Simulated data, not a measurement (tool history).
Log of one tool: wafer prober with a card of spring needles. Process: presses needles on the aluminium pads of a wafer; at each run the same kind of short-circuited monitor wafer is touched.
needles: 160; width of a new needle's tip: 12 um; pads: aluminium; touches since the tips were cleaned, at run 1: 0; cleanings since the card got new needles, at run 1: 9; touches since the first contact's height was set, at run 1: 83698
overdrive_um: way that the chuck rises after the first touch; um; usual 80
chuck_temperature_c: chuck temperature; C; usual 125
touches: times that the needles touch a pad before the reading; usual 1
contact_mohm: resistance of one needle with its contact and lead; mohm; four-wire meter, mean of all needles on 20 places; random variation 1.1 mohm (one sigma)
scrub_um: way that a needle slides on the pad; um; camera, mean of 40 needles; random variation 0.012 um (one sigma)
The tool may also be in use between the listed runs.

run    hour  overdrive_um  chuck_temperature_c  touches  touches since the tips were cleaned  cleanings since the card got new needles  touches since the first contact's height was set  contact_mohm  scrub_um
  1       0            80                  125        1                                    0                                         9                                             83698           118     15.46
       25.8  -- tips cleaned on abrasive film
       51.5  -- tips cleaned on abrasive film
         73  -- tips cleaned on abrasive film
  2      73            80                  125        1                                    0                                        12                                            112285           116     15.41
       94.4  -- tips cleaned on abrasive film
      121.1  -- tips cleaned on abrasive film
      121.4  -- height of the first contact set anew
  3   138.5            80                  125        1                                 6712                                        14                                              6712           128     15.56
      143.9  -- tips cleaned on abrasive film
      165.3  -- tips cleaned on abrasive film
      191.5  -- tips cleaned on abrasive film
  4   194.3            80                   94        1                                 1109                                        17                                             28577           119     15.51
      214.5  -- tips cleaned on abrasive film
      239.7  -- tips cleaned on abrasive film
      265.7  -- tips cleaned on abrasive film
      287.1  -- tips cleaned on abrasive film
  5   287.3            80                   94        1                                   87                                        21                                             64978           115     15.48
      308.7  -- tips cleaned on abrasive film
      334.9  -- tips cleaned on abrasive film
  6   355.9            80                   94        1                                 8256                                        23                                             91892           124     15.48
      361.1  -- tips cleaned on abrasive film
      381.8  -- tips cleaned on abrasive film, once more
      403.2  -- tips cleaned on abrasive film
      424.5  -- tips cleaned on abrasive film
  7   445.4            80                   28        1                                 8208                                        27                                            126940           112     15.43
      450.8  -- tips cleaned on abrasive film
      456.5  -- height of the first contact set anew
      472.5  -- tips cleaned on abrasive film
      498.3  -- tips cleaned on abrasive film
      524.4  -- tips cleaned on abrasive film
  8   534.4            80                   28        1                                 3931                                        31                                             30545           110      15.5
      550.5  -- tips cleaned on abrasive film
      576.4  -- tips cleaned on abrasive film
        602  -- tips cleaned on abrasive film
      628.3  -- tips cleaned on abrasive film
  9   633.2            78                   28        1                                 1919                                        35                                             69250           108      15.1
      654.6  -- tips cleaned on abrasive film
      680.6  -- tips cleaned on abrasive film
      707.2  -- tips cleaned on abrasive film
 10   712.7            78                   28        1                                 2159                                        38                                            100398           108     15.07
      733.8  -- tips cleaned on abrasive film
      760.6  -- tips cleaned on abrasive film
      787.3  -- tips cleaned on abrasive film
 11   788.1            78                   28        3                                  343                                        41                                            129952           103     15.05
      793.7  -- height of the first contact set anew
      809.4  -- tips cleaned on abrasive film
 12   829.9            78                   28        3                                 8066                                        42                                             14164           108     15.15
      835.3  -- tips cleaned on abrasive film
      860.2  -- tips cleaned on abrasive film
      881.6  -- tips cleaned on abrasive film
      907.8  -- tips cleaned on abrasive film
 13   922.6            78                   28        3                                 5815                                        46                                             50474           106     15.14
      932.4  -- tips cleaned on abrasive film
      958.9  -- tips cleaned on abrasive film
 14   971.8            80                  125        1                                 5092                                        48                                             69777           126     15.47
      982.6  -- tips cleaned on abrasive film
       1004  -- tips cleaned on abrasive film
     1030.6  -- tips cleaned on abrasive film
       1052  -- tips cleaned on abrasive film
 15  1063.7            80                  125        1                                 4595                                        52                                            105732           122     15.45
     1073.6  -- tips cleaned on abrasive film
       1099  -- tips cleaned on abrasive film
     1125.5  -- tips cleaned on abrasive film
     1131.1  -- height of the first contact set anew
 16  1134.9            80                   41        1                                 3592                                        55                                              1499           111     15.52
       1151  -- tips cleaned on abrasive film
     1177.7  -- tips cleaned on abrasive film
     1203.3  -- tips cleaned on abrasive film
 17  1222.3            80                   41        1                                 7481                                        58                                             35763           116     15.51
     1227.7  -- tips cleaned on abrasive film
     1254.4  -- tips cleaned on abrasive film
     1278.2  -- tips cleaned on abrasive film
     1304.3  -- tips cleaned on abrasive film
 18  1307.6            80                   44        3                                 1297                                        62                                             69173           106     15.48
     1328.6  -- tips cleaned on abrasive film
     1355.3  -- tips cleaned on abrasive film
 19  1371.6            66                   41        1                                 6395                                        64                                             94243           114     12.76
       1377  -- tips cleaned on abrasive film
     1401.2  -- tips cleaned on abrasive film
     1422.6  -- tips cleaned on abrasive film
       1449  -- tips cleaned on abrasive film
     1464.5  -- height of the first contact set anew
     1475.1  -- tips cleaned on abrasive film
 20  1475.1            68                   41        1                                    0                                        69                                              4099           105      13.2
     1500.8  -- tips cleaned on abrasive film
       1527  -- tips cleaned on abrasive film
 21  1546.6            72                  125        2                                 7714                                        71                                             32157           123     13.95
       1552  -- tips cleaned on abrasive film
     1575.8  -- tips cleaned on abrasive film
       1601  -- tips cleaned on abrasive film
 22  1604.8            72                  125        2                                 1465                                        74                                             54925           117     13.92
     1626.2  -- tips cleaned on abrasive film
     1652.9  -- tips cleaned on abrasive film
 23  1665.5            86                  125        1                                 4955                                        76                                             78720           122     16.62
     1675.8  -- tips cleaned on abrasive film
     1697.2  -- tips cleaned on abrasive film
     1719.1  -- tips cleaned on abrasive film
 24  1719.1            80                   64        1                                    0                                        79                                             99712           109     15.45
     1740.5  -- tips cleaned on abrasive film
     1761.9  -- tips cleaned on abrasive film
 25    1778            80                   64        1                                 6319                                        81                                            122779           116     15.42
     1783.4  -- tips cleaned on abrasive film
     1799.7  -- height of the first contact set anew
     1809.6  -- tips cleaned on abrasive film
     1835.2  -- tips cleaned on abrasive film
 26  1854.2            65                  125        1                                 7478                                        84                                             21383           125      12.6
     1858.8  -- tips cleaned on abrasive film
     1884.5  -- tips cleaned on abrasive film
     1905.9  -- tips cleaned on abrasive film
 27  1926.6            80                   97        1                                 8151                                        87                                             49746           121      15.5
     1932.1  -- tips cleaned on abrasive film
     1953.4  -- tips cleaned on abrasive film
       1978  -- tips cleaned on abrasive film
 28  1997.5            97                   61        1                                 7664                                        90                                             77490           117     18.77

4 ways to go on from here, each from the tool as it stands after run 28. What would each give?
     2002.9  -- tips cleaned on abrasive film
     2029.5  -- tips cleaned on abrasive film
  A  2050.2            83                   51        1                                 8174                                        92                                             98166             ?         ?
     2002.9  -- tips cleaned on abrasive film
     2029.5  -- tips cleaned on abrasive film
  B  2050.2            69                  125        1                                 8174                                        92                                             98166             ?         ?
     2002.9  -- tips cleaned on abrasive film
     2029.5  -- tips cleaned on abrasive film
  C  2050.2            80                   80        1                                 8174                                        92                                             98166             ?         ?
     2002.9  -- tips cleaned on abrasive film
     2029.5  -- tips cleaned on abrasive film
  D  2050.2            97                   61        2                                 8174                                        92                                             98166             ?         ?

run  contact_mohm  scrub_um
  A           117     16.06
  B           125     13.31
  C           120     15.46
  D           111     18.76
Without the tool's hidden state the same runs would have given:
run  contact_mohm  scrub_um
  A           109     16.14
  B           117     13.39
  C           112     15.54
  D           107     18.84

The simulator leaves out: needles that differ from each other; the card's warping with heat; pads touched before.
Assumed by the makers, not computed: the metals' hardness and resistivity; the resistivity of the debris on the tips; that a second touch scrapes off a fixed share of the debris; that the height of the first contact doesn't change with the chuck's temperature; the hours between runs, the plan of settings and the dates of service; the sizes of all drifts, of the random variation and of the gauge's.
